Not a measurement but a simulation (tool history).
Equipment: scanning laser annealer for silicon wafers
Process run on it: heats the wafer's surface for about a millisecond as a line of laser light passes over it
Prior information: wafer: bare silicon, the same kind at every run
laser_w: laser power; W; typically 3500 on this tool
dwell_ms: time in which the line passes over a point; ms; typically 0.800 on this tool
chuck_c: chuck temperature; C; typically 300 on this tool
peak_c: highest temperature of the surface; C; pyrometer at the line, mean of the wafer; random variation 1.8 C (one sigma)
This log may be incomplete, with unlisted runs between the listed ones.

run	hour	laser_w	dwell_ms	chuck_c	peak_c
1	0.0	3500	0.800	300	1064
2	12.3	3500	0.800	300	1065
3	18.4	3500	0.800	278	1045
4	28.0	3500	0.938	278	1105
5	38.6	3500	0.800	300	1062
6	44.9	3500	0.800	300	1066
7	57.5	3500	0.800	300	1065
8	66.8	3500	0.800	318	1083
9	78.7	3500	0.800	331	1097
10	86.3	3500	0.654	331	1026
11	91.9	3500	0.654	331	1028
12	98.0	3500	0.654	328	1021
# hour 101.2: window over the wafer cleaned
13	111.1	3500	0.654	328	1017
14	116.8	3500	0.654	328	1019
15	128.5	3298	0.776	290	982
# hour 139.1: window over the wafer cleaned, once more
16	142.6	3298	0.776	290	995
17	151.8	3298	0.776	290	997
18	162.5	3680	0.800	283	1098
19	174.0	3362	0.956	337	1133
20	180.9	3362	0.956	337	1133
21	192.4	3362	0.956	337	1130
22	199.6	3589	0.863	290	1110
23	208.4	3589	0.863	290	1107
24	215.7	3589	0.893	316	1147
25	228.1	3589	0.893	316	1147
26	239.3	3399	0.982	261	1072

Forecast each of these 4 alternatives for the next run:
A	247.9	3697	0.726	280	?
B	247.9	3539	0.802	324	?
C	247.9	3049	0.657	264	?
D	247.9	3733	0.800	300	?

run	peak_c
A	1062
B	1099
C	855
D	1131
With the hidden condition removed and each run's random variation left untouched, the same runs would have given:
run	peak_c
A	1075
B	1112
C	865
D	1145

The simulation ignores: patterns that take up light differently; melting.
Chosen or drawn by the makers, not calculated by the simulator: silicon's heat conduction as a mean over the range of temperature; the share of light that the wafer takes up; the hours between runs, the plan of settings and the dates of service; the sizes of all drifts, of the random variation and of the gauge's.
